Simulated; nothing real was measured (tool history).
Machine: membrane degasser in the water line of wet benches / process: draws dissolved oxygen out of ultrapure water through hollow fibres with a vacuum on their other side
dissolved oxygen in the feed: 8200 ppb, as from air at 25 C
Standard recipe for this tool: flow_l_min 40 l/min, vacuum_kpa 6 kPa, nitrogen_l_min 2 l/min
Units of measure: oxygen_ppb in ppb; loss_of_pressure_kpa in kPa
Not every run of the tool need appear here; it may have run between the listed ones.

run,day,flow_l_min,vacuum_kpa,nitrogen_l_min,oxygen_ppb,loss_of_pressure_kpa
1,0,40,6,2,152.4,40.71
2,4.433,40,6,2,150.9,40.27
3,12.312,40,6,2,154.5,40.64
# day 18.742: vacuum gauge calibrated
4,19.175,40,6,2,141.9,40.55
5,24.288,40,6,2.83,113,40.4
6,30.779,36,6,2,126.3,36.2
7,35.042,36,6,2,129.1,36.47
8,39.362,36,6,2,128.8,36.46
9,43.908,36,6,2,126.5,36.62
10,48.458,40,6,2,146,40.89
11,55.517,40,6,2,146.7,41
12,60.75,32,6,2,114.4,32.63
13,66.425,32,6,2,115.8,32.76
14,69.908,32,6,2,115.3,33.05
15,75.579,32,6,2,114.8,32.69
16,83.467,32,11.25,2,299.7,32.87
17,88.625,40,5.32,1.24,172.7,41.52
18,92.562,40,5.32,1.24,175.1,41.39
19,100.175,32,3.77,0.86,67.1,32.86
20,106.725,42,5.14,2,121.9,43.9
21,112.908,42,5.14,2,125.2,43.63
22,116.383,24,5.14,2,65,24.82
23,121.783,58,6,3.55,169.6,60.46
24,125.925,38,6,4.49,80.2,39.34
# day 126.75: seals of the vacuum lines changed
25,131.079,40,6,1.21,226.2,41.68
26,138.5,33,6,0.96,226,34.61
27,145.258,40,12.66,1.85,462.4,41.93

Predict each of these 5 candidate next runs independently; none follows another, all start after run 27:
A,152.867,40,12.66,2.48,?,?
B,152.867,28,5.13,1.85,?,?
C,152.867,60,4.41,0.92,?,?
D,152.867,40,7.58,4.86,?,?
E,152.867,46,4.9,2.33,?,?

run,oxygen_ppb,loss_of_pressure_kpa
A,368,42.27
B,83.7,29.26
C,236.6,62.97
D,115,41.64
E,122.1,48.55
With no hidden state in the tool, these same runs would have given:
run,oxygen_ppb,loss_of_pressure_kpa
A,348.5,38.45
B,70.8,26.61
C,182.7,57.26
D,99,37.86
E,96,44.19
